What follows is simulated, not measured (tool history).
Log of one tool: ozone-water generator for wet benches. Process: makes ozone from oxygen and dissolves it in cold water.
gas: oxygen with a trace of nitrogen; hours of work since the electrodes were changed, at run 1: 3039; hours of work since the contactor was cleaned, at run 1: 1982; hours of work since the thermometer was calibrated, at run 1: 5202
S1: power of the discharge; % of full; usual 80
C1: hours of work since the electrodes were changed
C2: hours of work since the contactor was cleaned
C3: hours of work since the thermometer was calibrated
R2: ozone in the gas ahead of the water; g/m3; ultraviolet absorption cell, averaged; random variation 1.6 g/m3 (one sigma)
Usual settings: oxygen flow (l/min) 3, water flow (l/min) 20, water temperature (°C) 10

Run 1, hour 0: usual settings; C1 3039; C2 1982; C3 5202. Result: dissolved ozone (ppm) 28.4, R2 313 g/m3.
Run 2, hour 65.6: usual settings; C1 3087; C2 2030; C3 5249. Result: dissolved ozone (ppm) 28, R2 312.7 g/m3.
Run 3, hour 211.7: usual settings; C1 3194; C2 2136; C3 5356. Result: dissolved ozone (ppm) 28.3, R2 312.8 g/m3.
Run 4, hour 285.2: usual settings; C1 3247; C2 2190; C3 5410. Result: dissolved ozone (ppm) 28.3, R2 313.2 g/m3.
Run 5, hour 355.7: usual settings; C1 3299; C2 2242; C3 5461. Result: dissolved ozone (ppm) 28.5, R2 312.4 g/m3.
Run 6, hour 484.8: usual settings; C1 3393; C2 2336; C3 5555. Result: dissolved ozone (ppm) 28.2, R2 311.5 g/m3.
At hour 589.6: water thermometer calibrated.
Run 7, hour 638.3: usual settings; C1 3505; C2 2447; C3 36. Result: dissolved ozone (ppm) 28.3, R2 314.2 g/m3.
Run 8, hour 703.1: usual settings; C1 3552; C2 2495; C3 83. Result: dissolved ozone (ppm) 28.4, R2 312.6 g/m3.
Run 9, hour 770.2: usual settings; C1 3601; C2 2544; C3 132. Result: dissolved ozone (ppm) 28.3, R2 307.9 g/m3.
Run 10, hour 887.7: usual settings; C1 3687; C2 2630; C3 218. Result: dissolved ozone (ppm) 28.5, R2 314.4 g/m3.
Run 11, hour 1033.8: usual settings but oxygen flow (l/min) 1.86; C1 3793; C2 2736; C3 324. Result: dissolved ozone (ppm) 25.1, R2 395.5 g/m3.

Forecast run 12:
Run 12, hour 1152.4: usual settings but S1 56 % of full, oxygen flow (l/min) 4.31; C1 3880; C2 2823; C3 411. Result: dissolved ozone (ppm) ?, R2 ?.

Run 12 gave dissolved ozone (ppm) 22.3, R2 190.1 g/m3.
Without the tool's hidden state the same run would have given dissolved ozone (ppm) 22.4, R2 191.8 g/m3.

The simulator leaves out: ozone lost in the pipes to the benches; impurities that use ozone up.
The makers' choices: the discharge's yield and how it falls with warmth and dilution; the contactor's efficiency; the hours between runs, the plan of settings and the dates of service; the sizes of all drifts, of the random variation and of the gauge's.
